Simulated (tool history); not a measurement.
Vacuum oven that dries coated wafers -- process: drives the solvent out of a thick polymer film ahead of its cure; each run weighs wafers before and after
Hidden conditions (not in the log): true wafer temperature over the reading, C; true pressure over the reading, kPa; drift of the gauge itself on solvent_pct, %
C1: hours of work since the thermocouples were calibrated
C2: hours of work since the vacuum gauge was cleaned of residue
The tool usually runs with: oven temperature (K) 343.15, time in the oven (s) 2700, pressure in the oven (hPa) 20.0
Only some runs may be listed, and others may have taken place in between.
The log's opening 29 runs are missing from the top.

{"run": 30, "hour": 755.6, "oven temperature (K)": 336.15, "time in the oven (s)": 1800, "pressure in the oven (hPa)": 60.1, "C1": 987, "C2": 1119, "solvent left in the film (%)": 12.4}
{"run": 31, "hour": 785.4, "oven temperature (K)": 336.15, "time in the oven (s)": 1800, "pressure in the oven (hPa)": 60.1, "C1": 1002, "C2": 1134, "solvent left in the film (%)": 12.19}
{"run": 32, "hour": 804.5, "oven temperature (K)": 336.15, "time in the oven (s)": 1800, "pressure in the oven (hPa)": 60.1, "C1": 1011, "C2": 1144, "solvent left in the film (%)": 12.11}
{"run": 33, "hour": 822.4, "oven temperature (K)": 343.15, "time in the oven (s)": 3420, "pressure in the oven (hPa)": 20.0, "C1": 1020, "C2": 1153, "solvent left in the film (%)": 3.17}
{"run": 34, "hour": 852.6, "oven temperature (K)": 343.15, "time in the oven (s)": 3420, "pressure in the oven (hPa)": 20.0, "C1": 1035, "C2": 1168, "solvent left in the film (%)": 3.28}
{"run": 35, "hour": 868.9, "oven temperature (K)": 343.15, "time in the oven (s)": 3420, "pressure in the oven (hPa)": 20.0, "C1": 1043, "C2": 1176, "solvent left in the film (%)": 3.18}
{"run": 36, "hour": 893.8, "oven temperature (K)": 343.15, "time in the oven (s)": 3420, "pressure in the oven (hPa)": 20.0, "C1": 1056, "C2": 1188, "solvent left in the film (%)": 3.3}
{"run": 37, "hour": 913.6, "oven temperature (K)": 343.15, "time in the oven (s)": 3420, "pressure in the oven (hPa)": 20.0, "C1": 1065, "C2": 1198, "solvent left in the film (%)": 3.26}
{"run": 38, "hour": 936.1, "oven temperature (K)": 343.15, "time in the oven (s)": 3420, "pressure in the oven (hPa)": 20.0, "C1": 1077, "C2": 1209, "solvent left in the film (%)": 3.23}
{"run": 39, "hour": 961.4, "oven temperature (K)": 343.15, "time in the oven (s)": 2040, "pressure in the oven (hPa)": 14.5, "C1": 1089, "C2": 1222, "solvent left in the film (%)": 5.63}
{"run": 40, "hour": 995.7, "oven temperature (K)": 343.15, "time in the oven (s)": 4800, "pressure in the oven (hPa)": 14.5, "C1": 1106, "C2": 1239, "solvent left in the film (%)": 1.84}
{"run": 41, "hour": 1019.9, "oven temperature (K)": 343.15, "time in the oven (s)": 1560, "pressure in the oven (hPa)": 38.2, "C1": 1119, "C2": 1251, "solvent left in the film (%)": 8.76}
{"run": 42, "hour": 1040.3, "oven temperature (K)": 347.15, "time in the oven (s)": 2160, "pressure in the oven (hPa)": 20.0, "C1": 1129, "C2": 1261, "solvent left in the film (%)": 4.41}
{"run": 43, "hour": 1057.9, "oven temperature (K)": 336.15, "time in the oven (s)": 3360, "pressure in the oven (hPa)": 32.9, "C1": 1137, "C2": 1270, "solvent left in the film (%)": 6.37}
{"run": 44, "hour": 1091.6, "oven temperature (K)": 336.15, "time in the oven (s)": 3360, "pressure in the oven (hPa)": 32.9, "C1": 1154, "C2": 1287, "solvent left in the film (%)": 6.69}
{"run": 45, "hour": 1120.8, "oven temperature (K)": 343.15, "time in the oven (s)": 3360, "pressure in the oven (hPa)": 62.7, "C1": 1169, "C2": 1302, "solvent left in the film (%)": 6.66}
{"run": 46, "hour": 1153.5, "oven temperature (K)": 343.15, "time in the oven (s)": 3360, "pressure in the oven (hPa)": 62.7, "C1": 1185, "C2": 1318, "solvent left in the film (%)": 6.62}

Branching from run 46: 5 alternative next runs. What would each branch give?
{"run": "A", "hour": 1182.1, "oven temperature (K)": 343.15, "time in the oven (s)": 2700, "pressure in the oven (hPa)": 15.6, "C1": 1199, "C2": 1332, "solvent left in the film (%)": "?"}
{"run": "B", "hour": 1182.1, "oven temperature (K)": 357.15, "time in the oven (s)": 1320, "pressure in the oven (hPa)": 16.6, "C1": 1199, "C2": 1332, "solvent left in the film (%)": "?"}
{"run": "C", "hour": 1182.1, "oven temperature (K)": 354.15, "time in the oven (s)": 2400, "pressure in the oven (hPa)": 41.7, "C1": 1199, "C2": 1332, "solvent left in the film (%)": "?"}
{"run": "D", "hour": 1182.1, "oven temperature (K)": 356.15, "time in the oven (s)": 3360, "pressure in the oven (hPa)": 40.4, "C1": 1199, "C2": 1332, "solvent left in the film (%)": "?"}
{"run": "E", "hour": 1182.1, "oven temperature (K)": 343.15, "time in the oven (s)": 3360, "pressure in the oven (hPa)": 33.9, "C1": 1199, "C2": 1332, "solvent left in the film (%)": "?"}

run=A solvent_left_in_the_film_(%)=3.98
run=B solvent_left_in_the_film_(%)=4.41
run=C solvent_left_in_the_film_(%)=3.37
run=D solvent_left_in_the_film_(%)=2.23
run=E solvent_left_in_the_film_(%)=4.57
Had the tool no hidden state, the same runs would have come out as:
run=A solvent_left_in_the_film_(%)=3.95
run=B solvent_left_in_the_film_(%)=4.39
run=C solvent_left_in_the_film_(%)=3.35
run=D solvent_left_in_the_film_(%)=2.22
run=E solvent_left_in_the_film_(%)=4.54
